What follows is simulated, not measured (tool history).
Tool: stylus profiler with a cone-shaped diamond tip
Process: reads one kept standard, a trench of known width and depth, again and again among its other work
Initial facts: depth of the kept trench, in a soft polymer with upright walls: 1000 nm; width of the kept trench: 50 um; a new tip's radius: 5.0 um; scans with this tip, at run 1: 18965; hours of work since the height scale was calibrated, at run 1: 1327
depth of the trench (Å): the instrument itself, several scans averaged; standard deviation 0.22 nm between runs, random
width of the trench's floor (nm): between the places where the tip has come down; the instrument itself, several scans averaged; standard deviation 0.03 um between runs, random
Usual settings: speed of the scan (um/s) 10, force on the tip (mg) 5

run	hour	speed of the scan (um/s)	force on the tip (mg)	scans with this tip	hours of work since the height scale was calibrated	depth of the trench (Å)	width of the trench's floor (nm)
1	0	10	5	18965	1327	10127.1	41140
2	37.6	10	5	19315	1351	10126.6	41120
3	83	10	5	19737	1381	10127.1	41050
4	115.3	10	5	20038	1402	10129	40990
5	155	10	5	20408	1428	10128.4	40990
6	208.7	10	5	20906	1463	10131.7	40930
7	250.5	10	5	21295	1490	10127.6	40890
8	281.6	10	5	21584	1510	10126.4	40830
# hour 287.6: height scale calibrated on a step standard
9	328.8	5	1.68	22019	27	10034.4	40830
10	380.2	5	1.68	22497	60	10041.8	40730
11	423.4	5	1.68	22900	88	10038.6	40700
12	468	18	2.62	23314	117	10065.5	40610
13	494.8	38	10.81	23564	135	10215.9	40490
14	522.9	38	10.81	23825	153	10215.3	40430
15	583.3	10	4.03	24387	192	10094.1	40530
16	635	10	4.03	24868	226	10093.9	40430

Measured less the same run without the tool's hidden state. The same run-to-run variation is in both; the gauge's scatter may not be:
Hidden conditions of the tool in this case: radius of the tip, um; height scale over the true one, %; drift of the gauge itself on depth_nm, %; drift of the gauge itself on floor_um, %.
run	depth of the trench (Å)	width of the trench's floor (nm)
1	-21.4	-2820
2	-21.9	-2860
3	-22.3	-2920
4	-22.6	-2950
5	-22.9	-3000
6	-23.4	-3050
7	-23.9	-3100
8	-24.2	-3130
9	-32.7	-3190
10	-33.1	-3250
11	-33.5	-3300
12	-34	-3350
13	-34.7	-3380
14	-35	-3410
15	-35.1	-3470
16	-35.5	-3540
